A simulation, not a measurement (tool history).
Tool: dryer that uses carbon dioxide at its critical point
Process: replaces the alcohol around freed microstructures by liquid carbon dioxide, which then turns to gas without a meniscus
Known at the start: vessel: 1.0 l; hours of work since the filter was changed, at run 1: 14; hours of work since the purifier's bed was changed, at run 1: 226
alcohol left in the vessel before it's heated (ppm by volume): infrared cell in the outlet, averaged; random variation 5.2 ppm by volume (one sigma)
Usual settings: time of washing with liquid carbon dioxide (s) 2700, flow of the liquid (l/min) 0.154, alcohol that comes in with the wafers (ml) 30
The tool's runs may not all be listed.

run,hour,time of washing with liquid carbon dioxide (s),flow of the liquid (l/min),alcohol that comes in with the wafers (ml),hours of work since the filter was changed,hours of work since the purifier's bed was changed,alcohol left in the vessel before it's heated (ppm by volume)
1,0.0,2700,0.154,30,14,226,130
2,15.8,2700,0.154,30,27,238,122
3,26.5,2700,0.154,30,35,247,130
4,38.1,2700,0.154,30,45,256,131
5,53.0,2700,0.154,30,57,268,135
6,67.1,2700,0.255,30,68,279,36
7,86.1,2700,0.154,30,83,294,139
8,103.5,2700,0.154,38,97,308,174
9,121.2,2700,0.154,38,111,322,179
10,135.3,2700,0.154,38,122,334,184
11,147.4,2700,0.154,30,132,343,156
12,165.1,2700,0.154,30,146,358,163
13,180.4,2700,0.135,30,158,370,253
14,191.9,2700,0.135,30,168,379,264
15,206.3,2700,0.105,30,179,391,691
16,215.5,2700,0.105,30,186,398,660
17,230.7,2880,0.154,30,199,410,138
18,242.5,2880,0.154,30,208,419,136
19,257.3,2880,0.154,30,220,431,139
20,271.0,1860,0.154,30,231,442,699
21,287.6,1860,0.154,30,244,456,708
22,296.4,1860,0.154,30,251,463,706
# hour 307.5: inlet filter changed
23,314.9,1860,0.154,30,6,477,600
24,325.9,3000,0.201,30,15,485,76
25,340.6,3000,0.201,30,26,497,78
26,349.5,1920,0.240,52,34,504,167
27,358.5,1920,0.240,52,41,511,162
28,370.7,2700,0.154,94,51,521,357
29,389.4,2700,0.149,47,65,536,261
30,401.2,3480,0.144,53,75,545,132
31,409.0,1980,0.246,27,81,552,124
32,420.0,1980,0.246,27,90,561,118
33,435.7,3720,0.153,34,102,573,86
34,453.1,2640,0.154,29,116,587,192
35,470.7,2700,0.168,31,130,601,155
36,483.1,3960,0.202,29,140,611,95
37,497.5,2700,0.136,37,152,622,331
38,511.7,2100,0.170,25,163,634,279
39,519.9,1620,0.185,30,170,640,602
40,530.1,3360,0.194,100,178,648,112
41,544.2,2100,0.194,100,189,660,508
42,560.0,2400,0.164,77,202,672,486
43,570.2,2400,0.164,77,210,681,488
44,580.1,1740,0.154,30,218,688,919
45,588.8,1980,0.173,44,225,695,555
46,598.4,1680,0.113,45,232,703,3686

Measured less the same run without the tool's hidden state. The same run-to-run variation is in both; the gauge's scatter may not be:
The hidden state here: flow that reaches the vessel past the clogged filter, %; alcohol in the recycled carbon dioxide, ppm; drift of the gauge itself on alcohol_ppm, %.
run,alcohol left in the vessel before it's heated (ppm by volume)
1,+33
2,+35
3,+38
4,+41
5,+43
6,+36
7,+50
8,+56
9,+62
10,+63
11,+65
12,+65
13,+82
14,+86
15,+144
16,+142
17,+74
18,+75
19,+77
20,+172
21,+184
22,+184
23,+72
24,+67
25,+68
26,+75
27,+75
28,+88
29,+87
30,+80
31,+81
32,+79
33,+78
34,+96
35,+90
36,+85
37,+122
38,+116
39,+162
40,+94
41,+176
42,+175
43,+179
44,+228
45,+191
46,+545
